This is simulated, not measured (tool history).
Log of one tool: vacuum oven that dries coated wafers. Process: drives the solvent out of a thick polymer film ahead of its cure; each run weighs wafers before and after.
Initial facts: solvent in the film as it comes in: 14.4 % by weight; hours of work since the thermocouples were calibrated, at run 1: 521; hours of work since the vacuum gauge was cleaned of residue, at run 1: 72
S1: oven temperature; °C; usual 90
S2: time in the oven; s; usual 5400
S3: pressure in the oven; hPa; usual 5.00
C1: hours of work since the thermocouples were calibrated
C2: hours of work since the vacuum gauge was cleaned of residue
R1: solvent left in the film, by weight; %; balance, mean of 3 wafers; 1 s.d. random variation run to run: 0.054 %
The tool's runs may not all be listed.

run	hour	S1	S2	S3	C1	C2	R1
1	0.0	90	5400	5.00	521	72	1.97
2	8.7	90	5400	5.00	527	78	2.04
3	16.5	90	5400	5.00	532	83	2.05
4	28.6	89	5400	5.00	540	91	2.24
5	36.7	89	5400	5.00	545	96	2.30
6	52.5	89	5400	5.00	556	107	2.31
7	63.2	89	5400	5.00	562	114	2.26
8	72.4	90	5400	5.00	568	120	2.03
# hour 74.9: vacuum gauge cleaned of residue and calibrated
9	88.4	90	5400	5.00	578	9	2.03
10	100.7	90	5400	5.00	586	17	2.03
11	110.6	90	4080	5.00	593	23	2.97
12	119.5	90	4080	5.00	598	29	2.93
13	130.0	90	5400	5.00	605	36	2.02
14	145.0	90	5400	12.60	615	46	3.01
15	160.5	90	5400	12.60	625	56	2.92
# hour 176.8: vacuum gauge cleaned of residue and calibrated, once more
16	179.1	90	5400	12.60	636	2	2.92
17	194.8	94	3240	9.14	647	12	3.20
18	203.7	94	4500	9.14	653	18	2.14
19	211.1	94	4500	9.14	657	22	2.13
20	227.9	94	4500	9.14	668	33	2.28
21	235.5	94	3720	4.96	673	38	2.15
22	249.0	90	9000	5.00	682	47	0.93
23	258.3	85	7620	7.44	688	53	2.45
24	269.1	81	2700	7.44	695	60	7.24
25	286.3	91	9360	7.44	707	72	1.06
26	303.8	101	3780	7.44	718	83	1.21
27	319.7	83	3300	6.19	728	94	5.93
28	334.6	77	2760	3.32	738	103	7.75
29	344.2	77	4860	2.86	744	110	5.59

Alternative continuations, all from the tool just after run 29; predict every row:
A	353.7	104	4860	2.86	751	116	?
B	353.7	90	5520	2.86	751	116	?
C	353.7	84	5400	5.00	751	116	?
D	353.7	90	5400	3.05	751	116	?

run	R1
A	0.37
B	1.64
C	3.50
D	1.70
Had the tool no hidden state, the same runs would have come out as:
run	R1
A	0.39
B	1.76
C	3.68
D	1.83
